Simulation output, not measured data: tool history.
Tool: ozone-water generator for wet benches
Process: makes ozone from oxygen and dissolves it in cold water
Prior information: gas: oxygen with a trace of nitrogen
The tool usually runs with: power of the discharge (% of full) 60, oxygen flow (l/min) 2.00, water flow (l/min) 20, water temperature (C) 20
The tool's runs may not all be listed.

run    hour  power of the discharge (% of full)  oxygen flow (l/min)  water flow (l/min)  water temperature (C)  dissolved ozone (ppm)  ozone in the gas ahead of the water (g/m3)
  1     0.0                                  60                 2.00                  20                     20                    9.8                                       216.5
  2   192.8                                  60                 2.00                  20                     20                    9.8                                       218.0
  3   370.0                                  60                 2.00                  20                     20                    9.7                                       215.5
  4   498.1                                  57                 2.00                  20                     20                    9.5                                       208.7
  5   682.6                                  57                 2.00                  20                     20                    9.7                                       207.0
  6   781.7                                  60                 2.28                  20                     20                    9.9                                       195.8
  7   941.2                                  60                 2.28                  20                     20                   10.1                                       198.7
     1117.1  -- contactor cleaned
  8  1129.3                                  60                 1.52                  20                     20                    9.7                                       260.4
  9  1308.9                                  60                 1.52                  20                     20                    9.7                                       260.5
 10  1415.8                                  60                 1.52                  20                     20                    9.6                                       261.4
 11  1539.7                                  60                 1.52                  20                     20                    9.7                                       257.3
 12  1629.2                                  60                 1.52                  20                     20                    9.7                                       258.5
 13  1717.3                                  60                 1.52                  20                     20                    9.6                                       260.6
 14  1819.7                                  60                 1.52                  20                     20                    9.6                                       258.6
 15  1976.8                                  60                 1.52                  20                     14                    9.9                                       258.1
     2063.7  -- water thermometer calibrated
 16  2105.3                                  60                 2.00                  20                     20                    9.9                                       214.3
 17  2254.7                                  60                 2.00                  20                     20                    9.8                                       214.4
 18  2355.3                                  60                 2.00                  20                     20                    9.7                                       214.0
 19  2447.4                                  53                 2.88                  20                     20                    9.1                                       152.3
 20  2602.7                                  53                 2.88                  20                     20                    9.1                                       152.9
 21  2792.5                                  52                 2.00                  18                     20                   10.1                                       193.5
 22  2873.6                                  68                 2.00                  18                     20                   12.3                                       236.1
 23  3001.7                                  68                 2.00                  18                     24                   11.9                                       232.9
 24  3126.3                                  66                 3.33                  15                     17                   14.6                                       161.6
 25  3212.0                                  66                 3.33                  15                     17                   14.8                                       163.4
 26  3377.8                                  66                 1.25                  15                     17                   14.5                                       316.3
 27  3504.3                                  68                 2.56                  14                     16                   16.7                                       194.2
 28  3634.6                                  68                 2.56                  14                     16                   16.4                                       197.2
 29  3781.2                                  79                 2.56                  14                     20                   17.8                                       223.0
 30  3862.8                                  79                 2.56                  14                     15                   18.9                                       219.4
 31  3973.1                                  79                 2.56                  28                     15                    8.5                                       220.6
 32  4083.6                                  60                 2.00                  18                     17                   11.4                                       211.6
 33  4181.1                                  47                 1.59                  20                     19                    8.0                                       206.3

Measured result minus the same run's result without the hidden state. Both carry the same run-to-run variation, though not necessarily the same gauge scatter:
What the log doesn't record here: yield of the discharge, % of new electrodes'; contactor's efficiency, % of a clean one's; true water temperature over the reading, C; drift of the gauge itself on ozone_ppm, %; drift of the gauge itself on gas_g_m3, %.
run  ozone in the gas ahead of the water (g/m3)
  1                                        -0.1
  2                                        -0.2
  3                                        -0.5
  4                                        -0.6
  5                                        -0.8
  6                                        -0.9
  7                                        -1.1
  8                                        -1.7
  9                                        -1.9
 10                                        -2.1
 11                                        -2.2
 12                                        -2.4
 13                                        -2.5
 14                                        -2.7
 15                                        -2.9
 16                                        -2.6
 17                                        -2.7
 18                                        -2.8
 19                                        -2.1
 20                                        -2.2
 21                                        -3.1
 22                                        -3.8
 23                                        -3.9
 24                                        -2.8
 25                                        -2.9
 26                                        -6.0
 27                                        -3.8
 28                                        -4.1
 29                                        -4.7
 30                                        -4.8
 31                                        -5.0
 32                                        -4.9
 33                                        -4.8
dissolved ozone (ppm): within 0.1 of the measured result in every run.
